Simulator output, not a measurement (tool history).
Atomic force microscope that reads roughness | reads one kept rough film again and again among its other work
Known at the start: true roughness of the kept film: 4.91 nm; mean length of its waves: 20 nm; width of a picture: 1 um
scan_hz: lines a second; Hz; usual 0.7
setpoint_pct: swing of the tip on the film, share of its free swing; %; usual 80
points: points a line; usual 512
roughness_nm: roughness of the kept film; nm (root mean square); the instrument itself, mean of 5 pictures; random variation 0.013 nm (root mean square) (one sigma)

run,hour,scan_hz,setpoint_pct,points,roughness_nm
1,0,0.7,80,512,3.037
2,20.8,0.7,88,512,2.936
# hour 36.8: new tip fitted
3,48.2,0.7,88,512,2.966
4,61.9,0.7,88,512,2.964
5,84.2,0.7,80,512,3.036
6,97.5,0.7,70,512,3.15
7,121.9,0.7,70,572,3.142
8,139.3,0.7,85,512,2.964
9,162.1,0.7,74,512,3.112
10,190.6,0.7,74,512,3.095
# hour 194.9: new tip fitted
11,207.3,0.7,74,512,3.112
12,222.4,0.7,75,512,3.093
13,249.7,0.7,75,438,3.094
14,273.8,0.7,80,512,3.03
15,301.9,0.7,64,512,3.159
16,319.6,0.7,64,512,3.175
17,336,0.7,64,512,3.148
18,351.6,0.7,64,512,3.157
# hour 353.9: new tip fitted
19,366.3,0.7,64,512,3.17
20,393.4,0.7,64,512,3.16
21,406.9,0.7,64,512,3.174
22,421.6,0.7,64,512,3.159
23,447.8,0.7,64,512,3.18
24,460.2,0.7,64,512,3.148
25,477.7,0.7,84,512,3.003
26,495.8,0.7,80,512,3.024
# hour 511.4: new tip fitted
27,515,0.7,80,512,3.064
28,541.2,2.333,59,782,3.055
29,558.3,2.333,59,782,3.063
30,577,2.333,59,782,3.037
31,589.9,2.534,59,316,2.981
32,609.6,0.981,65,512,3.115
33,637.5,0.981,65,580,3.121
34,655.8,0.981,65,580,3.127
# hour 671.1: new tip fitted
35,676.7,2.228,65,598,2.977
36,693.3,2.228,66,598,2.98
37,707.6,2.228,66,598,2.978
38,735.1,1.382,66,598,3.058
39,748,3.368,83,512,2.321
40,768.3,0.59,80,512,3.057
41,790.1,2.81,80,389,2.515
42,817,2.81,80,389,2.501
# hour 829.3: new tip fitted
43,845.5,2.81,80,389,2.487
44,871.4,3.814,74,512,2.534
45,899.3,1.053,80,483,2.946
46,926.6,0.589,68,678,3.165
47,939.3,0.57,59,841,3.217
48,961,0.57,59,841,3.215
49,974,0.825,79,684,2.997
# hour 987.5: new tip fitted
50,997,1.423,79,684,2.884
51,1018.6,1.423,79,684,2.872
52,1042.8,1.423,79,678,2.867
53,1067.2,1.718,80,644,2.787

4 ways to go on from here, each from the tool as it stands after run 53. What would each give?
A,1089.1,1.112,60,336,?
B,1089.1,0.731,80,1005,?
C,1089.1,1.359,80,512,?
D,1089.1,3.67,81,680,?

run,roughness_nm
A,3.124
B,3.032
C,2.835
D,2.326
Without the tool's hidden state the same runs would have given:
run,roughness_nm
A,3.137
B,3.044
C,2.847
D,2.335
